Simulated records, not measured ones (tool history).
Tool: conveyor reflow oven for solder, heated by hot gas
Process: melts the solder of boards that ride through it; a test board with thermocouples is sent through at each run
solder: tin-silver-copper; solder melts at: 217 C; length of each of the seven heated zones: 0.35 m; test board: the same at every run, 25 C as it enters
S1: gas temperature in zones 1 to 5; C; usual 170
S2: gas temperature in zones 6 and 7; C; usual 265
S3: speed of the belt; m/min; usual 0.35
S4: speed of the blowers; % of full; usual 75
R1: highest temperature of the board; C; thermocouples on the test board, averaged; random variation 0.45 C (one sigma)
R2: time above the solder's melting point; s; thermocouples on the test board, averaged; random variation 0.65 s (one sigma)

{"run": 1, "hour": 0.0, "S1": 170, "S2": 265, "S3": 0.35, "S4": 75, "R1": 254.1, "R2": 90.3}
{"run": 2, "hour": 59.4, "S1": 170, "S2": 265, "S3": 0.35, "S4": 75, "R1": 254.6, "R2": 90.4}
{"run": 3, "hour": 120.4, "S1": 183, "S2": 265, "S3": 0.35, "S4": 75, "R1": 255.7, "R2": 99.7}
{"run": 4, "hour": 191.0, "S1": 183, "S2": 265, "S3": 0.35, "S4": 75, "R1": 255.6, "R2": 99.2}
{"run": 5, "hour": 249.0, "S1": 170, "S2": 265, "S3": 0.35, "S4": 75, "R1": 254.1, "R2": 90.6}
{"run": 6, "hour": 319.7, "S1": 170, "S2": 265, "S3": 0.35, "S4": 75, "R1": 253.4, "R2": 89.1}
{"run": 7, "hour": 355.8, "S1": 170, "S2": 265, "S3": 0.35, "S4": 79, "R1": 254.3, "R2": 91.1}
{"hour": 401.6, "done": "flux residue cleaned out of gas plates and filters"}
{"run": 8, "hour": 403.3, "S1": 176, "S2": 265, "S3": 0.35, "S4": 79, "R1": 257.4, "R2": 97.3}
{"run": 9, "hour": 463.0, "S1": 176, "S2": 265, "S3": 0.35, "S4": 79, "R1": 257.4, "R2": 98.8}
{"run": 10, "hour": 531.1, "S1": 166, "S2": 261, "S3": 0.407, "S4": 75, "R1": 246.2, "R2": 67.1}
{"run": 11, "hour": 572.4, "S1": 181, "S2": 261, "S3": 0.333, "S4": 75, "R1": 254.1, "R2": 103.8}
{"run": 12, "hour": 637.8, "S1": 170, "S2": 269, "S3": 0.393, "S4": 73, "R1": 254.3, "R2": 80.5}
{"run": 13, "hour": 712.4, "S1": 170, "S2": 265, "S3": 0.331, "S4": 75, "R1": 256.9, "R2": 99.7}
{"run": 14, "hour": 770.1, "S1": 163, "S2": 256, "S3": 0.408, "S4": 58, "R1": 236.2, "R2": 50}
{"run": 15, "hour": 819.0, "S1": 182, "S2": 270, "S3": 0.365, "S4": 72, "R1": 259.1, "R2": 98.7}
{"run": 16, "hour": 869.8, "S1": 170, "S2": 270, "S3": 0.35, "S4": 64, "R1": 256.9, "R2": 93.6}

5 ways to go on from here, each from the tool as it stands after run 16. What would each give?
{"run": "A", "hour": 918.7, "S1": 175, "S2": 271, "S3": 0.35, "S4": 64, "R1": "?", "R2": "?"}
{"run": "B", "hour": 918.7, "S1": 159, "S2": 272, "S3": 0.35, "S4": 75, "R1": "?", "R2": "?"}
{"run": "C", "hour": 918.7, "S1": 167, "S2": 270, "S3": 0.3, "S4": 64, "R1": "?", "R2": "?"}
{"run": "D", "hour": 918.7, "S1": 158, "S2": 265, "S3": 0.35, "S4": 75, "R1": "?", "R2": "?"}
{"run": "E", "hour": 918.7, "S1": 170, "S2": 263, "S3": 0.35, "S4": 75, "R1": "?", "R2": "?"}

run=A R1=259.2 R2=98.4
run=B R1=258.9 R2=90.9
run=C R1=261.4 R2=116.1
run=D R1=253.1 R2=84.2
run=E R1=252.9 R2=89.6
Without the tool's hidden state the same runs would have given:
run=A R1=256.8 R2=95.1
run=B R1=256.9 R2=88.3
run=C R1=258.5 R2=112
run=D R1=251 R2=81.7
run=E R1=250.5 R2=86.6

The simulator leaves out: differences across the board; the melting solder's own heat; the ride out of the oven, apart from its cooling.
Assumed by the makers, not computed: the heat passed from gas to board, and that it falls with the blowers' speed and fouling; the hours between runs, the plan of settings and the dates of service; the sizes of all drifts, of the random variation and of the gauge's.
